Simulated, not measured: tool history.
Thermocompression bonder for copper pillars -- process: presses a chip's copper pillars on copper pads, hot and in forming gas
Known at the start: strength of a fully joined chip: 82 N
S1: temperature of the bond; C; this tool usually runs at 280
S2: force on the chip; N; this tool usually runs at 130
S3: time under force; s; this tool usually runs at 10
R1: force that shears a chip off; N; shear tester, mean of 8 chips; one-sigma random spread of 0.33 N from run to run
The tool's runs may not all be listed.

run,day,S1,S2,S3,R1
1,0.000,280,130,10,26.7
2,1.192,280,130,10,27.4
3,2.346,280,130,10,27.0
4,2.879,280,130,10,26.6
5,3.600,280,130,10,26.4
6,4.850,280,130,10,26.7
7,5.408,280,130,10,27.3
8,6.088,298,130,7,30.2
9,6.846,255,130,10,17.3
10,7.838,255,92,26,19.1
11,9.038,280,109,11,23.5
12,10.133,280,109,11,23.1

Predict each of these 5 candidate next runs independently; none follows another, all start after run 12:
# day 11.217: forming gas filter changed
A,11.238,287,87,13,?
# day 11.217: forming gas filter changed
B,11.238,299,136,10,?
# day 11.217: forming gas filter changed
C,11.238,278,109,11,?
# day 11.217: forming gas filter changed
D,11.238,276,109,27,?
# day 11.217: forming gas filter changed
E,11.238,288,159,17,?

run,R1
A,24.9
B,38.2
C,24.2
D,34.2
E,45.0
Without the tool's hidden state the same runs would have given:
run,R1
A,27.3
B,41.2
C,26.6
D,37.2
E,48.3
